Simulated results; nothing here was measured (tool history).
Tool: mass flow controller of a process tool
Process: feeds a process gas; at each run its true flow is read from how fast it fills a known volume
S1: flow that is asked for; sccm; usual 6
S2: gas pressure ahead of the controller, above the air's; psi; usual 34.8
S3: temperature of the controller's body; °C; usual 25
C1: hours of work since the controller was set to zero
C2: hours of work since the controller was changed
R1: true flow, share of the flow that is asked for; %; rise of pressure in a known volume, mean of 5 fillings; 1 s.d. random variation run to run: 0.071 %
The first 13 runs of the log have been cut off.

Run 14, hour 4541.7: usual settings; C1 4797; C2 4797. Result: R1 103.88 %.
Run 15, hour 4814.8: usual settings; C1 4882; C2 4882. Result: R1 103.94 %.
Run 16, hour 5180.4: usual settings but S1 3 sccm; C1 4995; C2 4995. Result: R1 106.57 %.
At hour 5390.1: controller's zero set anew.
Run 17, hour 5692.9: usual settings but S1 3 sccm; C1 94; C2 5153. Result: R1 101.51 %.
Run 18, hour 5965.8: usual settings; C1 178; C2 5238. Result: R1 101.46 %.
Run 19, hour 6482.6: usual settings but S2 30.5 psi; C1 338; C2 5398. Result: R1 101.56 %.
Run 20, hour 6761.1: usual settings; C1 425; C2 5484. Result: R1 101.55 %.
Run 21, hour 7103.6: usual settings; C1 531; C2 5591. Result: R1 101.89 %.
Run 22, hour 7385.9: usual settings; C1 618; C2 5678. Result: R1 101.98 %.
Run 23, hour 7804.3: usual settings; C1 748; C2 5808. Result: R1 102.09 %.
Run 24, hour 8151.0: usual settings but S3 24 °C; C1 855; C2 5915. Result: R1 102.11 %.
Run 25, hour 8573.0: usual settings but S1 4 sccm, S2 27.4 psi, S3 39 °C; C1 986; C2 6046. Result: R1 101.34 %.
Run 26, hour 8867.2: usual settings but S2 21.9 psi, S3 32 °C; C1 1077; C2 6137. Result: R1 101.27 %.
Run 27, hour 9283.8: usual settings but S2 24.2 psi, S3 30 °C; C1 1206; C2 6266. Result: R1 101.60 %.
Run 28, hour 9624.8: usual settings but S1 2 sccm; C1 1312; C2 6372. Result: R1 103.75 %.
Run 29, hour 9842.1: usual settings but S1 4 sccm, S2 30.0 psi, S3 36 °C; C1 1379; C2 6439. Result: R1 101.92 %.
Run 30, hour 10246.1: usual settings but S1 3 sccm, S2 38.3 psi, S3 31 °C; C1 1505; C2 6564. Result: R1 103.04 %.
Run 31, hour 10683.3: usual settings but S1 3 sccm, S2 38.3 psi, S3 31 °C; C1 1640; C2 6700. Result: R1 103.30 %.
Run 32, hour 11133.6: usual settings but S1 11 sccm, S2 39.7 psi, S3 34 °C; C1 1780; C2 6839. Result: R1 102.38 %.
Run 33, hour 11465.2: usual settings but S1 11 sccm, S2 39.7 psi, S3 34 °C; C1 1882; C2 6942. Result: R1 102.49 %.
Run 34, hour 11698.8: usual settings but S2 31.6 psi, S3 33 °C; C1 1955; C2 7014. Result: R1 102.43 %.
Run 35, hour 11978.0: usual settings but S1 3 sccm, S2 22.0 psi, S3 35 °C; C1 2041; C2 7101. Result: R1 102.92 %.
Run 36, hour 12264.1: usual settings but S2 32.1 psi, S3 28 °C; C1 2130; C2 7189. Result: R1 102.96 %.

For run 37, what comes out?
Run 37, hour 12706.7: usual settings but S1 3 sccm, S2 24.1 psi, S3 38 °C; C1 2267; C2 7326. Result: R1 ?.

{"run 37": {"R1": 103.28}}
Had the tool carried no hidden state, the very same run would have given R1 98.26 %.

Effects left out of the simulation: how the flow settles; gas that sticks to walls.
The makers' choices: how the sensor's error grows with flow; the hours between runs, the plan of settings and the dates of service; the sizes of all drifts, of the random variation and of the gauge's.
